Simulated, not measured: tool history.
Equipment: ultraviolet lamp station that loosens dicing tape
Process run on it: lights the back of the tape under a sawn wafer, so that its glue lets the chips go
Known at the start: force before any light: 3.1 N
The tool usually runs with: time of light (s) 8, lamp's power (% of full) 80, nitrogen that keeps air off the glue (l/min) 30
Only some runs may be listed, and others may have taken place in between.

run,hour,time of light (s),lamp's power (% of full),nitrogen that keeps air off the glue (l/min),force that peels the tape off (N),light that reached the tape (mJ/cm2)
1,0.0,8,80,30,0.213,424
2,6.4,8,80,40,0.200,418
3,16.1,9,80,30,0.174,469
4,26.3,9,80,30,0.186,464
5,36.2,9,74,30,0.194,429
6,47.3,9,74,30,0.197,429
7,60.3,9,74,30,0.200,425
8,68.5,9,74,30,0.200,423
9,75.4,9,74,30,0.216,426
10,82.9,5,80,30,0.389,253
11,90.0,8,80,30,0.230,401
12,101.1,5,80,30,0.376,250
13,110.3,7,80,30,0.245,349
14,119.1,7,80,30,0.249,348
15,128.3,7,80,30,0.254,353
16,137.8,7,80,30,0.251,344
17,144.4,7,80,30,0.256,340
18,150.0,7,80,30,0.268,342
# hour 151.6: window cleaned of glue's vapour
19,157.1,7,80,30,0.258,334
20,170.2,7,80,30,0.263,334
21,179.2,8,62,30,0.318,294
22,191.5,8,62,30,0.313,295
23,197.0,8,68,10,0.560,321
24,205.9,8,68,10,0.569,317
# hour 211.2: window cleaned of glue's vapour, once more
25,215.4,9,77,28,0.206,452
26,228.2,5,62,21,0.682,200
27,236.4,9,84,28,0.191,482
28,248.6,5,75,44,0.357,235
29,257.5,12,78,30,0.170,594
30,265.2,8,62,57,0.223,309
31,276.7,5,62,25,0.648,195
32,285.6,10,79,20,0.203,495
33,297.0,10,79,20,0.214,490
34,306.4,10,79,20,0.211,490
35,312.8,10,79,20,0.208,485
36,318.4,10,79,20,0.216,488
37,331.0,7,76,41,0.232,328
38,340.8,8,80,51,0.179,385
39,346.8,8,80,51,0.185,391
40,356.6,6,90,20,0.349,328
41,368.9,6,90,20,0.349,326
42,379.5,8,65,30,0.294,312
43,392.6,4,65,30,0.773,153
44,405.5,8,91,30,0.203,428

Each row is a separate what-if for the run after 44, all from the same tool condition, not one after another. Results?
A,416.2,8,61,13,?,?
B,416.2,5,96,30,?,?
C,416.2,5,60,9,?,?

run,force that peels the tape off (N),light that reached the tape (mJ/cm2)
A,0.543,287
B,0.325,285
C,1.152,174
Stripped of hidden state, with their random variation kept, the same runs would have yielded:
run,force that peels the tape off (N),light that reached the tape (mJ/cm2)
A,0.441,330
B,0.266,328
C,1.004,201
